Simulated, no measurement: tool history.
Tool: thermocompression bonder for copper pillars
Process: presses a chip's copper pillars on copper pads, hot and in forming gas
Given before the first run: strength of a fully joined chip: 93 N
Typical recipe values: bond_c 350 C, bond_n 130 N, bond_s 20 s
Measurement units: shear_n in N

run	hour	bond_c	bond_n	bond_s	shear_n
1	0	350	130	20	44.9
2	65.1	350	130	20	44.8
# hour 134.8: heater calibrated with a thermocouple chip
3	136.1	350	130	20	41.4
# hour 205.3: forming gas filter changed
4	210.2	370	130	20	50.9
5	266.1	350	130	20	44.2
6	312.5	350	130	20	43.2
7	359.9	350	91	20	36.6
8	432.8	350	91	20	35.7
# hour 439.7: force cell calibrated
9	491.2	325	190	20	42.7
10	543.2	325	106	59	47.3
11	604.6	350	98	20	37.8

The same runs without the tool's hidden state, with the same run-to-run variation:
Hidden conditions of the tool in this case: true temperature of the bond over the reading, C; force that reaches the chip, % of what is set; oxide that the forming gas leaves, % of the face; drift of the gauge itself on shear_n, %.
run	shear_n
1	45.1
2	45.1
3	45
4	52.2
5	45.6
6	44.7
7	38.1
8	37.3
9	44.9
10	49.8
11	40.1

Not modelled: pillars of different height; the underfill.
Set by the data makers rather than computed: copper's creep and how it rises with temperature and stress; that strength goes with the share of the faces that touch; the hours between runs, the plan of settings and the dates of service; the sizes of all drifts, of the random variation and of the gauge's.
